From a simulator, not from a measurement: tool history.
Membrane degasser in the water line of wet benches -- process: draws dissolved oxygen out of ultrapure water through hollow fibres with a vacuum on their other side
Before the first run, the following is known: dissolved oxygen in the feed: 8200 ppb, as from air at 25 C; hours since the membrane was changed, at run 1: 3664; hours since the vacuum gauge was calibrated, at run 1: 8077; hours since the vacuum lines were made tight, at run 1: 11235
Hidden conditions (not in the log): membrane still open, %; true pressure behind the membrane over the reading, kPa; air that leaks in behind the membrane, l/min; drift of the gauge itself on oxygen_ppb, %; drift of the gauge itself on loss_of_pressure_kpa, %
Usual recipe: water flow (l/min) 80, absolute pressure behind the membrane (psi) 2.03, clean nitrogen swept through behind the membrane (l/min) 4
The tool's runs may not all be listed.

| run | day | water flow (l/min) | absolute pressure behind the membrane (psi) | clean nitrogen swept through behind the membrane (l/min) | hours since the membrane was changed | hours since the vacuum gauge was calibrated | hours since the vacuum lines were made tight | dissolved oxygen in the water behind the degasser (ppb) | pressure that the water loses in the fibres (psi) |
|---|---|---|---|---|---|---|---|---|---|
| 1 | 0 | 80 | 2.03 | 4 | 3664 | 8077 | 11235 | 458.9 | 4.29 |
| 2 | 3.954 | 80 | 1.73 | 4 | 3759 | 8172 | 11330 | 373.8 | 4.328 |
|  | 4.562 | vacuum gauge calibrated |
| 3 | 9.154 | 80 | 1.73 | 4 | 3883 | 110 | 11455 | 374.9 | 4.34 |
| 4 | 13.654 | 80 | 2.03 | 2.48 | 3991 | 218 | 11563 | 679.3 | 4.347 |
| 5 | 17.838 | 101 | 2.03 | 4 | 4092 | 319 | 11663 | 563.3 | 5.472 |
| 6 | 20.525 | 101 | 2.03 | 4 | 4156 | 383 | 11727 | 563 | 5.455 |
| 7 | 25.771 | 101 | 2.03 | 6.55 | 4282 | 509 | 11853 | 371.4 | 5.461 |
| 8 | 29.512 | 101 | 2.03 | 6.55 | 4372 | 599 | 11943 | 372.1 | 5.477 |
| 9 | 34.588 | 101 | 2.03 | 2.93 | 4494 | 721 | 12065 | 720.6 | 5.384 |
| 10 | 40.746 | 101 | 2.03 | 2.93 | 4641 | 868 | 12213 | 723.1 | 5.437 |
| 11 | 45.2 | 80 | 2.03 | 4 | 4748 | 975 | 12320 | 463 | 4.27 |
| 12 | 48.933 | 80 | 2.03 | 4 | 4838 | 1065 | 12409 | 463.7 | 4.305 |
| 13 | 54.008 | 80 | 2.03 | 4 | 4960 | 1187 | 12531 | 464 | 4.311 |
| 14 | 57.892 | 80 | 2.03 | 4.09 | 5053 | 1280 | 12624 | 456.3 | 4.293 |
| 15 | 63.971 | 80 | 2.03 | 4.09 | 5199 | 1426 | 12770 | 456.5 | 4.329 |
| 16 | 68.921 | 80 | 2.03 | 4.09 | 5318 | 1545 | 12889 | 457.6 | 4.3 |
| 17 | 74.246 | 84 | 2.07 | 4 | 5445 | 1672 | 13017 | 498.5 | 4.538 |
| 18 | 77.896 | 87 | 2.84 | 4 | 5533 | 1760 | 13104 | 740.8 | 4.691 |
|  | 78.954 | seals of the vacuum lines changed |
| 19 | 83.504 | 87 | 2.84 | 7.33 | 5666 | 1893 | 109 | 443.2 | 4.654 |
| 20 | 86.688 | 58 | 4.54 | 3.05 | 5742 | 1969 | 186 | 1079.2 | 3.178 |
| 21 | 89.688 | 88 | 2.03 | 4 | 5814 | 2041 | 258 | 507.9 | 4.714 |
| 22 | 93.075 | 88 | 4.1 | 5.07 | 5895 | 2122 | 339 | 908.3 | 4.769 |
| 23 | 99.408 | 98 | 4.1 | 2.08 | 6047 | 2274 | 491 | 1905.4 | 5.298 |
| 24 | 102.983 | 80 | 4.95 | 4.02 | 6133 | 2360 | 577 | 1218 | 4.328 |
| 25 | 106 | 81 | 4.95 | 2.27 | 6206 | 2433 | 649 | 1871.1 | 4.37 |
| 26 | 110.383 | 81 | 4.95 | 2.27 | 6311 | 2538 | 754 | 1873.7 | 4.361 |
| 27 | 114.221 | 81 | 4.95 | 2.27 | 6403 | 2630 | 846 | 1874.8 | 4.348 |
| 28 | 117.529 | 56 | 1.6 | 2.27 | 6482 | 2709 | 926 | 410.4 | 3.07 |
| 29 | 121.067 | 56 | 1.6 | 2.27 | 6567 | 2794 | 1011 | 411.1 | 3.028 |
| 30 | 126.062 | 70 | 1.29 | 1.7 | 6687 | 2914 | 1131 | 460.4 | 3.794 |

Entry by entry between the runs, the difference in hidden state between the last listed run before and the first listed run after:
Run 2 -> run 3: vacuum gauge calibrated (day 4.562)
  drift of the gauge itself on oxygen_ppb, %: 0.08 -> 0.19
  measured minus no-state result, dissolved oxygen in the water behind the degasser (ppb): +0.4 -> +0.7
Run 18 -> run 19: seals of the vacuum lines changed (day 78.954)
  air that leaks in behind the membrane, l/min: 0.0022 -> 0.002; drift of the gauge itself on oxygen_ppb, %: 1.63 -> 1.74
  measured minus no-state result, dissolved oxygen in the water behind the degasser (ppb): +11.9 -> +7.6

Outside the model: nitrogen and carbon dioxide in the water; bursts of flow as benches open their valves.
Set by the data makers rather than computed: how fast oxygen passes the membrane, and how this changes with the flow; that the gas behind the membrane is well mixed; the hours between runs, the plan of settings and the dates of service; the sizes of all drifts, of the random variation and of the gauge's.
